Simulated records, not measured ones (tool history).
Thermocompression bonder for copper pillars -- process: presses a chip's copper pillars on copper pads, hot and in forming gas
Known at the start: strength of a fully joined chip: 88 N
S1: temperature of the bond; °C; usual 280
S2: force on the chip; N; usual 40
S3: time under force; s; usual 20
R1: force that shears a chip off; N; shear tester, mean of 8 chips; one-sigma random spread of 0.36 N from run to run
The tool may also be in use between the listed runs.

{"run": 1, "hour": 0.0, "S1": 280, "S2": 40, "S3": 20, "R1": 42.8}
{"run": 2, "hour": 11.3, "S1": 280, "S2": 36, "S3": 20, "R1": 39.0}
{"run": 3, "hour": 25.1, "S1": 280, "S2": 36, "S3": 20, "R1": 41.7}
{"run": 4, "hour": 31.1, "S1": 280, "S2": 40, "S3": 20, "R1": 46.7}
{"run": 5, "hour": 44.1, "S1": 280, "S2": 40, "S3": 20, "R1": 46.6}
{"run": 6, "hour": 57.2, "S1": 280, "S2": 40, "S3": 20, "R1": 46.5}
{"run": 7, "hour": 64.5, "S1": 282, "S2": 52, "S3": 60, "R1": 76.1}
{"run": 8, "hour": 77.4, "S1": 282, "S2": 52, "S3": 60, "R1": 74.6}
{"run": 9, "hour": 90.1, "S1": 282, "S2": 52, "S3": 60, "R1": 74.8}
{"run": 10, "hour": 99.9, "S1": 282, "S2": 42, "S3": 60, "R1": 66.4}
{"run": 11, "hour": 109.5, "S1": 280, "S2": 40, "S3": 20, "R1": 45.7}
{"run": 12, "hour": 118.5, "S1": 257, "S2": 40, "S3": 12, "R1": 27.6}

Between the runs listed above, the log contained 1 entry, not reproduced here. Where in the sequence does each belong, and how does what the log doesn't record of the tool's condition differ from the listed run before to the listed run after?
In the gap between runs 2 and 3: forming gas filter changed (hour 18.2)
  true temperature of the bond over the reading, C: 0 -> -0.1; force that reaches the chip, % of what is set: 100.8 -> 100.9; oxide that the forming gas leaves, % of the face: 8.04 -> 0.76
  measured less the result without the state, R1: -2.8 -> +0.2 N

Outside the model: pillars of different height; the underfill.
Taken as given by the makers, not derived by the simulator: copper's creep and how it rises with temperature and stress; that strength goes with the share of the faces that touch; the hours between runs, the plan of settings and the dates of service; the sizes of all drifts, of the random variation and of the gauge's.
